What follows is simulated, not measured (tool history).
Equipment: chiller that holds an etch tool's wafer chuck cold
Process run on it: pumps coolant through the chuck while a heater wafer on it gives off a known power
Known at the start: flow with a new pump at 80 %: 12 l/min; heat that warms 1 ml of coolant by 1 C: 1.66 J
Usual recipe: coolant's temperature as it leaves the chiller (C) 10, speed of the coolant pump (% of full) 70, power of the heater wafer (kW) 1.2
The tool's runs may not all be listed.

run    hour  coolant's temperature as it leaves the chiller (C)  speed of the coolant pump (% of full)  power of the heater wafer (kW)  chuck's temperature once it has settled (K)  how much warmer the coolant comes back (C)
  1       0                                                  10                                     70                             1.2                                       299.85                                        4.28
  2    40.3                                                  10                                     70                             1.2                                       299.75                                        4.21
  3    75.9                                                  10                                     70                             1.2                                       299.65                                        4.25
  4   143.1                                                  10                                     70                             1.2                                       299.85                                        4.23
  5   197.6                                                  10                                     70                             1.2                                       299.95                                        4.22
  6   234.1                                                  10                                     70                             1.2                                       299.95                                        4.21
  7   320.3                                                  16                                     70                             1.2                                       305.95                                        4.25
  8   407.1                                                  16                                     70                             1.2                                       305.75                                        4.27
  9   486.4                                                  16                                     70                             1.2                                       305.95                                        4.27
 10     573                                                  10                                     70                           0.854                                       295.25                                        3.01
 11   613.1                                                  10                                     70                           0.854                                       295.15                                        3.03
 12   660.8                                                  10                                     70                           0.854                                       295.25                                         3.1
 13   734.7                                                  10                                     70                             1.2                                       299.85                                        4.29
 14   794.5                                                  10                                     70                             1.2                                       299.95                                        4.27
 15   870.5                                                  10                                     70                             1.2                                       300.25                                        4.32
 16   906.1                                                  10                                     70                             1.2                                       299.95                                        4.29
 17   962.3                                                   6                                     70                             1.2                                       296.05                                         4.3
 18  1043.1                                                   6                                     70                             1.2                                       296.05                                        4.33
     1051.8  -- chiller's thermometer calibrated
 19  1110.6                                                  10                                     99                             1.2                                       295.85                                        3.02
 20  1198.4                                                  10                                     99                             1.2                                       296.05                                        3.03
 21  1249.8                                                   6                                     70                           1.134                                       295.05                                        4.04
 22  1313.9                                                   6                                     70                           1.134                                       295.35                                        3.98
 23  1376.7                                                  10                                     99                           1.104                                       294.85                                        2.76
 24  1453.5                                                  10                                     99                           1.104                                       295.05                                        2.81
 25    1491                                                  10                                     83                           1.543                                       302.25                                        4.69
     1511.8  -- chiller's thermometer calibrated, once more
 26    1567                                                   6                                     61                           0.861                                       292.85                                        3.58
 27  1633.9                                                  18                                     95                             1.6                                       309.25                                        4.19
 28  1686.5                                                  10                                     78                           1.003                                       296.45                                        3.21
 29  1768.1                                                  10                                     78                           1.003                                       296.55                                        3.25
 30  1852.3                                                   7                                     90                            0.77                                       289.35                                        2.18
 31  1932.2                                                   3                                     70                           1.643                                       299.95                                        5.97
 32  2006.1                                                   3                                     70                           1.643                                       299.85                                        5.98
 33  2085.6                                                   9                                     80                           1.643                                       303.55                                        5.17

What if the next run were any one of these 3? Each begins from the tool's condition after run 33:
  A  2136.3                                                  10                                     80                            0.63                                            ?                                           ?
  B  2136.3                                                   4                                     77                           1.343                                            ?                                           ?
  C  2136.3                                                  10                                     80                           1.643                                            ?                                           ?

run  chuck's temperature once it has settled (K)  how much warmer the coolant comes back (C)
  A                                       291.45                                        1.93
  B                                       295.15                                        4.44
  C                                       304.65                                        5.22
What these runs would have given with no unlogged condition in the tool:
run  chuck's temperature once it has settled (K)  how much warmer the coolant comes back (C)
  A                                       290.55                                        1.84
  B                                       293.25                                        4.25
  C                                       302.35                                           5
